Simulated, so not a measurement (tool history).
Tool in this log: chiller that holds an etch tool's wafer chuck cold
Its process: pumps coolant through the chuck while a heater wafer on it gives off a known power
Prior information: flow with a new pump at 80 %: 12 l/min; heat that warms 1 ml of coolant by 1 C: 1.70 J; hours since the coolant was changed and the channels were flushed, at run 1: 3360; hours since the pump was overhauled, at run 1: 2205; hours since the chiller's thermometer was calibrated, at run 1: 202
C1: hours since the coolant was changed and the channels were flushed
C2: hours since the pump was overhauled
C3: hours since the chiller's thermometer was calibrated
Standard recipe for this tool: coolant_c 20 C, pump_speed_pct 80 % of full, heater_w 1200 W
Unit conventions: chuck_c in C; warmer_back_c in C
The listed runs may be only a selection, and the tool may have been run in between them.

{"run": 1, "hour": 0.0, "coolant_c": 20, "pump_speed_pct": 80, "heater_w": 1200, "C1": 3360, "C2": 2205, "C3": 202, "chuck_c": 28.9, "warmer_back_c": 3.48}
{"run": 2, "hour": 54.5, "coolant_c": 20, "pump_speed_pct": 80, "heater_w": 1200, "C1": 3414, "C2": 2260, "C3": 256, "chuck_c": 29.2, "warmer_back_c": 3.58}
{"run": 3, "hour": 110.8, "coolant_c": 20, "pump_speed_pct": 80, "heater_w": 1200, "C1": 3470, "C2": 2316, "C3": 313, "chuck_c": 29.0, "warmer_back_c": 3.53}
{"run": 4, "hour": 153.2, "coolant_c": 20, "pump_speed_pct": 80, "heater_w": 1200, "C1": 3513, "C2": 2359, "C3": 355, "chuck_c": 29.1, "warmer_back_c": 3.59}
{"run": 5, "hour": 189.2, "coolant_c": 20, "pump_speed_pct": 80, "heater_w": 1200, "C1": 3549, "C2": 2395, "C3": 391, "chuck_c": 29.4, "warmer_back_c": 3.56}
{"run": 6, "hour": 233.8, "coolant_c": 20, "pump_speed_pct": 80, "heater_w": 1200, "C1": 3593, "C2": 2439, "C3": 436, "chuck_c": 29.4, "warmer_back_c": 3.59}
{"run": 7, "hour": 294.3, "coolant_c": 20, "pump_speed_pct": 80, "heater_w": 1200, "C1": 3654, "C2": 2500, "C3": 496, "chuck_c": 29.0, "warmer_back_c": 3.58}
{"run": 8, "hour": 356.3, "coolant_c": 20, "pump_speed_pct": 80, "heater_w": 1200, "C1": 3716, "C2": 2562, "C3": 558, "chuck_c": 29.2, "warmer_back_c": 3.6}
{"run": 9, "hour": 402.6, "coolant_c": 20, "pump_speed_pct": 80, "heater_w": 1200, "C1": 3762, "C2": 2608, "C3": 604, "chuck_c": 28.9, "warmer_back_c": 3.64}
{"run": 10, "hour": 453.8, "coolant_c": 20, "pump_speed_pct": 80, "heater_w": 913, "C1": 3813, "C2": 2659, "C3": 656, "chuck_c": 26.9, "warmer_back_c": 2.77}
{"run": 11, "hour": 504.2, "coolant_c": 20, "pump_speed_pct": 80, "heater_w": 913, "C1": 3864, "C2": 2710, "C3": 706, "chuck_c": 26.9, "warmer_back_c": 2.84}
{"run": 12, "hour": 545.8, "coolant_c": 20, "pump_speed_pct": 80, "heater_w": 1200, "C1": 3905, "C2": 2751, "C3": 748, "chuck_c": 29.1, "warmer_back_c": 3.65}
{"run": 13, "hour": 586.1, "coolant_c": 20, "pump_speed_pct": 80, "heater_w": 1200, "C1": 3946, "C2": 2792, "C3": 788, "chuck_c": 29.1, "warmer_back_c": 3.66}
{"run": 14, "hour": 636.7, "coolant_c": 20, "pump_speed_pct": 80, "heater_w": 1200, "C1": 3996, "C2": 2842, "C3": 838, "chuck_c": 29.3, "warmer_back_c": 3.65}
{"run": 15, "hour": 673.7, "coolant_c": 20, "pump_speed_pct": 80, "heater_w": 1200, "C1": 4033, "C2": 2879, "C3": 875, "chuck_c": 29.3, "warmer_back_c": 3.71}
{"run": 16, "hour": 709.7, "coolant_c": 13, "pump_speed_pct": 80, "heater_w": 1200, "C1": 4069, "C2": 2915, "C3": 911, "chuck_c": 22.2, "warmer_back_c": 3.67}
{"run": 17, "hour": 742.9, "coolant_c": 13, "pump_speed_pct": 80, "heater_w": 1200, "C1": 4102, "C2": 2948, "C3": 945, "chuck_c": 22.3, "warmer_back_c": 3.75}
{"run": 18, "hour": 798.3, "coolant_c": 24, "pump_speed_pct": 80, "heater_w": 629, "C1": 4158, "C2": 3004, "C3": 1000, "chuck_c": 28.7, "warmer_back_c": 2.03}
{"run": 19, "hour": 848.7, "coolant_c": 20, "pump_speed_pct": 82, "heater_w": 741, "C1": 4208, "C2": 3054, "C3": 1050, "chuck_c": 25.6, "warmer_back_c": 2.36}
{"run": 20, "hour": 888.9, "coolant_c": 20, "pump_speed_pct": 82, "heater_w": 741, "C1": 4249, "C2": 3094, "C3": 1091, "chuck_c": 25.4, "warmer_back_c": 2.3}
{"run": 21, "hour": 924.2, "coolant_c": 11, "pump_speed_pct": 64, "heater_w": 905, "C1": 4284, "C2": 3130, "C3": 1126, "chuck_c": 19.0, "warmer_back_c": 3.66}
{"run": 22, "hour": 978.0, "coolant_c": 20, "pump_speed_pct": 80, "heater_w": 929, "C1": 4338, "C2": 3184, "C3": 1180, "chuck_c": 27.1, "warmer_back_c": 2.96}
{"run": 23, "hour": 1010.8, "coolant_c": 20, "pump_speed_pct": 80, "heater_w": 929, "C1": 4370, "C2": 3216, "C3": 1212, "chuck_c": 27.0, "warmer_back_c": 2.92}
{"run": 24, "hour": 1051.8, "coolant_c": 20, "pump_speed_pct": 80, "heater_w": 929, "C1": 4411, "C2": 3257, "C3": 1253, "chuck_c": 27.0, "warmer_back_c": 2.94}
{"run": 25, "hour": 1115.4, "coolant_c": 17, "pump_speed_pct": 80, "heater_w": 744, "C1": 4475, "C2": 3321, "C3": 1317, "chuck_c": 22.7, "warmer_back_c": 2.42}
{"run": 26, "hour": 1161.5, "coolant_c": 17, "pump_speed_pct": 80, "heater_w": 744, "C1": 4521, "C2": 3367, "C3": 1363, "chuck_c": 22.7, "warmer_back_c": 2.41}
{"run": 27, "hour": 1205.5, "coolant_c": 23, "pump_speed_pct": 95, "heater_w": 1654, "C1": 4565, "C2": 3411, "C3": 1407, "chuck_c": 34.4, "warmer_back_c": 4.29}
{"hour": 1243.4, "done": "gauge calibrated"}
{"run": 28, "hour": 1261.4, "coolant_c": 20, "pump_speed_pct": 70, "heater_w": 1200, "C1": 4621, "C2": 3467, "C3": 1463, "chuck_c": 30.0, "warmer_back_c": 4.11}
{"run": 29, "hour": 1294.0, "coolant_c": 12, "pump_speed_pct": 92, "heater_w": 634, "C1": 4654, "C2": 3500, "C3": 1496, "chuck_c": 16.5, "warmer_back_c": 1.56}
{"run": 30, "hour": 1341.3, "coolant_c": 12, "pump_speed_pct": 92, "heater_w": 634, "C1": 4701, "C2": 3547, "C3": 1543, "chuck_c": 16.4, "warmer_back_c": 1.56}
{"run": 31, "hour": 1404.0, "coolant_c": 23, "pump_speed_pct": 83, "heater_w": 1339, "C1": 4764, "C2": 3609, "C3": 1606, "chuck_c": 33.2, "warmer_back_c": 3.86}
{"run": 32, "hour": 1455.3, "coolant_c": 23, "pump_speed_pct": 83, "heater_w": 1339, "C1": 4815, "C2": 3661, "C3": 1657, "chuck_c": 33.0, "warmer_back_c": 3.82}

Results for each run, recomputed without the tool's hidden state and with each run's random variation untouched:
The tool's hidden condition here consists of: heat passed by the chuck's channels, % of clean ones'; flow at a given pump speed, % of a new pump's; coolant's true temperature over the reading, C; drift of the gauge itself on chuck_c, C; drift of the gauge itself on warmer_back_c, C.
run=1 warmer_back_c=3.48
run=2 warmer_back_c=3.56
run=3 warmer_back_c=3.50
run=4 warmer_back_c=3.55
run=5 warmer_back_c=3.52
run=6 warmer_back_c=3.54
run=7 warmer_back_c=3.51
run=8 warmer_back_c=3.52
run=9 warmer_back_c=3.55
run=10 warmer_back_c=2.66
run=11 warmer_back_c=2.72
run=12 warmer_back_c=3.53
run=13 warmer_back_c=3.53
run=14 warmer_back_c=3.50
run=15 warmer_back_c=3.55
run=16 warmer_back_c=3.51
run=17 warmer_back_c=3.58
run=18 warmer_back_c=1.84
run=19 warmer_back_c=2.17
run=20 warmer_back_c=2.10
run=21 warmer_back_c=3.44
run=22 warmer_back_c=2.73
run=23 warmer_back_c=2.68
run=24 warmer_back_c=2.69
run=25 warmer_back_c=2.16
run=26 warmer_back_c=2.14
run=27 warmer_back_c=4.01
run=28 warmer_back_c=4.10
run=29 warmer_back_c=1.55
run=30 warmer_back_c=1.54
run=31 warmer_back_c=3.82
run=32 warmer_back_c=3.77
chuck_c: unchanged from measured in all runs.
